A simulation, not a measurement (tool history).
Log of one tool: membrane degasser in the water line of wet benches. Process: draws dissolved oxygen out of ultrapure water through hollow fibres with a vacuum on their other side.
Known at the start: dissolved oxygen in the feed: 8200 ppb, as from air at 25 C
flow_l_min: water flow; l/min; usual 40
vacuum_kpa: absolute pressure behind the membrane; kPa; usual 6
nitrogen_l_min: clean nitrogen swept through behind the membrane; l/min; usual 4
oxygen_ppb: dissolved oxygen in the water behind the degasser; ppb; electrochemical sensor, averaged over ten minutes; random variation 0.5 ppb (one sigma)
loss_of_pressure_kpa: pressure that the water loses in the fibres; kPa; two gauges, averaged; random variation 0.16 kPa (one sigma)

run,hour,flow_l_min,vacuum_kpa,nitrogen_l_min,oxygen_ppb,loss_of_pressure_kpa
1,0,40,6,4,86.7,69.26
2,69,40,6,4,86.6,69.29
3,106,40,6,4,86,69.22
4,145.3,40,6,4,87.2,69.52
5,181,40,6,4,86.4,69.35
6,228.4,40,6,4,87,69.26
7,266.2,40,6,4,87.4,69.47
8,335.8,40,6,4,87.7,69.52
9,380.5,40,6,4,88,69.47
10,431,40,6,4,87.6,69.45
11,509,40,6,4,87.6,69.45
12,556,40,6,4,87.7,69.32
13,612.5,40,6,4,87.7,69.4
14,679.4,40,6,3.92,89.2,69.76
15,719.6,40,4.08,4,43.1,69.46
# hour 743.7: vacuum gauge calibrated
16,800.2,40,4.08,4,37.6,69.56
17,833.8,40,6,4,83.5,69.5
18,894.9,64,4.85,6.85,77.6,111.3
19,928,33,11.44,5.3,134.6,57.22
20,970.4,45,6,3.52,104.3,78.5
21,1038.5,47,6,4,100.5,81.98
22,1113.8,47,6,4,101.6,81.86
23,1172.7,47,6,4,101.8,81.74
24,1211.7,52,14.72,4,361.6,90.72
25,1288.3,52,8.09,4,173.9,90.56
26,1336.8,52,8.55,2.12,307.4,90.37
27,1384.8,37,7.81,8.48,64.7,64.75
28,1427.6,62,11.03,2.46,449,108.37
29,1469.1,40,5.47,1.77,130.7,69.84
30,1505.8,40,5.47,1.77,132.5,69.77
31,1579.5,31,6,4,64.2,54.22
32,1618.3,45,13.85,4,294.5,78.54
33,1689.5,45,13.85,1.61,620,78.7

3 ways to go on from here, each from the tool as it stands after run 33. What would each give?
A,1727.1,45,4.6,7.15,?,?
B,1727.1,45,10.38,1.61,?,?
C,1727.1,56,7.58,1.6,?,?

run,oxygen_ppb,loss_of_pressure_kpa
A,44.3,78.67
B,436.7,78.76
C,341.6,97.76
Without the tool's hidden state the same runs would have given:
run,oxygen_ppb,loss_of_pressure_kpa
A,41.2,77.7
B,429.2,77.79
C,333.2,96.56
